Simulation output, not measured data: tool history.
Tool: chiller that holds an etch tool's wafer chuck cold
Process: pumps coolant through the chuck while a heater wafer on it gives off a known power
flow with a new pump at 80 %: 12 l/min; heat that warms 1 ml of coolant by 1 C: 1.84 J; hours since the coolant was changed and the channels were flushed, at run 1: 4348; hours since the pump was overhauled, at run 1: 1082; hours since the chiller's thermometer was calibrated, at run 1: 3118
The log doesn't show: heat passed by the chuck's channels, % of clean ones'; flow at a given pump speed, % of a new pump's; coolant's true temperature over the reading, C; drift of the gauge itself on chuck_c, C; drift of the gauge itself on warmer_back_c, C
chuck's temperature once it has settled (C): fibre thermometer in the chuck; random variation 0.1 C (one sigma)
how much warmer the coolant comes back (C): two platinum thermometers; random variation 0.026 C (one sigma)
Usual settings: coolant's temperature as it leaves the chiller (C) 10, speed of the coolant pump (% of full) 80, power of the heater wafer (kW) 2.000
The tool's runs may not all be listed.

run	hour	coolant's temperature as it leaves the chiller (C)	speed of the coolant pump (% of full)	power of the heater wafer (kW)	hours since the coolant was changed and the channels were flushed	hours since the pump was overhauled	hours since the chiller's thermometer was calibrated	chuck's temperature once it has settled (C)	how much warmer the coolant comes back (C)
1	0.0	10	80	2.000	4348	1082	3118	24.0	5.51
2	40.8	10	68	2.000	4388	1123	3159	25.2	6.46
3	81.5	7	80	2.000	4429	1164	3199	20.9	5.42
4	113.0	10	80	2.000	4461	1195	3231	23.8	5.43
5	155.1	10	80	2.000	4503	1238	3273	23.8	5.48
6	202.2	10	70	2.000	4550	1285	3320	25.2	6.22
7	242.3	10	70	2.000	4590	1325	3360	25.1	6.24
8	274.8	8	70	2.000	4622	1357	3393	23.3	6.18
9	301.6	8	70	2.000	4649	1384	3419	23.3	6.27
10	327.9	12	70	2.000	4675	1410	3446	27.3	6.23
11	378.8	10	83	2.000	4726	1461	3497	23.6	5.31
12	419.1	10	83	2.000	4767	1502	3537	23.6	5.29
13	470.5	10	72	2.000	4818	1553	3588	25.1	6.12
14	515.2	17	80	2.000	4863	1598	3633	31.1	5.53
15	564.4	20	73	2.000	4912	1647	3682	34.7	5.98
16	609.9	20	73	2.000	4958	1692	3728	35.0	6.03
17	661.1	20	73	2.000	5009	1744	3779	34.9	5.98
18	715.0	14	79	2.250	5063	1798	3833	29.9	6.34
19	748.5	17	80	1.319	5096	1831	3866	26.3	3.68
20	800.2	8	80	1.319	5148	1883	3918	17.5	3.65
21	824.6	8	80	1.319	5172	1907	3942	17.5	3.60
22	876.6	8	80	1.319	5224	1959	3994	17.4	3.67
23	921.5	10	84	2.590	5269	2004	4039	27.6	6.81

Hidden state or all else? Some run-to-run changes of chuck's temperature once it has settled (C), split into what the settings, what came in and random variation would give without the hidden state, and what is left for the hidden state (with any gauge scatter that isn't in both results):
Run 18 -> 19: coolant's temperature as it leaves the chiller (C) 14 -> 17, speed of the coolant pump (% of full) 79 -> 80, power of the heater wafer (kW) 2.250 -> 1.319. chuck's temperature once it has settled (C) -3.6: hidden state -0.5, all else -3.1.
Run 19 -> 20: coolant's temperature as it leaves the chiller (C) 17 -> 8. chuck's temperature once it has settled (C) -8.8: hidden state +0.0, all else -8.8.
Run 22 -> 23: coolant's temperature as it leaves the chiller (C) 8 -> 10, speed of the coolant pump (% of full) 80 -> 84, power of the heater wafer (kW) 1.319 -> 2.590. chuck's temperature once it has settled (C) +10.2: hidden state +0.7, all else +9.5.

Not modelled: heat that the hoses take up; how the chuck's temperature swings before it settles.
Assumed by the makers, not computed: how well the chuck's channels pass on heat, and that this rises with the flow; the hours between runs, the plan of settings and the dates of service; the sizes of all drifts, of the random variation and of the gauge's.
